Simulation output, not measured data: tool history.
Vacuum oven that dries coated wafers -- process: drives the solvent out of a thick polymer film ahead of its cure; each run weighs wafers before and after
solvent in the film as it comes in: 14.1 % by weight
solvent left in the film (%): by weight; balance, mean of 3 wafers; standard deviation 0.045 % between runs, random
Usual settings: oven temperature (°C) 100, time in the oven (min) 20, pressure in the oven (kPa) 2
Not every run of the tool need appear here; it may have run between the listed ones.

run	day	oven temperature (°C)	time in the oven (min)	pressure in the oven (kPa)	solvent left in the film (%)
1	0	100	20	2	3.98
2	1.392	100	20	2	3.98
3	2.762	100	20	2	3.99
4	3.592	100	20	2	3.93
5	4.946	91	20	2	6.27
6	6.15	96	20	2	4.9
7	6.921	96	20	2	4.92
8	8.438	96	20	2	4.99
9	9.804	96	20	2	4.89
10	10.854	100	24	2	3.29
11	12.3	100	20	2	3.95
12	13.362	100	33	2	2.29
13	14.158	100	20	2	3.83
14	15.825	100	20	2	3.9
15	17.175	100	20	2	3.93
16	18.588	100	20	2	3.86
17	19.629	100	20	2	3.92
18	21.079	100	20	2	3.87
19	22.783	100	20	2	3.87
20	24.246	100	20	2	3.85
21	25.017	100	20	2	3.88
22	26.612	100	20	6.95	5.87
23	28.012	105	20	2	2.77
24	29.45	105	20	2	2.74
25	30.638	88	20	3.54	7.63
26	31.429	88	20	3.54	7.59
27	32.842	100	20	1.08	3.4
28	34.308	100	19	5.71	5.56
29	35.854	100	19	5.71	5.64
30	37.504	100	19	5.71	5.51
31	38.554	100	19	5.71	5.59
32	39.975	100	13	4.42	6.28
33	41.242	103	16	1.17	3.67
34	42.942	107	15	2.41	3.27
35	44.588	98	20	1.53	4.04
36	45.35	98	20	1.53	4.12
37	46.338	98	20	1.53	4.01
38	47.229	98	20	1.53	4.05
39	48.692	113	20	1.53	1.19
40	50.067	93	17	2.57	6.39
41	50.912	114	20	2.2	1.27
42	51.721	100	32	1.03	1.76
43	52.571	90	11	1.06	7.89
44	53.671	110	20	4.64	2.67
45	54.4	110	20	4.64	2.67
46	55.971	110	20	4.64	2.51
47	57.45	89	12	7.88	10.49

4 options for the next run, each taken on its own from the tool as it stands now. Forecast them:
A	59.075	113	11	3.71	?
B	59.075	93	22	2	?
C	59.075	95	11	1.92	?
D	59.075	87	25	3.42	?

run	solvent left in the film (%)
A	3.44
B	5.15
C	7.12
D	7.04
Stripped of hidden state, with their random variation kept, the same runs would have yielded:
run	solvent left in the film (%)
A	3.73
B	5.47
C	7.41
D	7.38
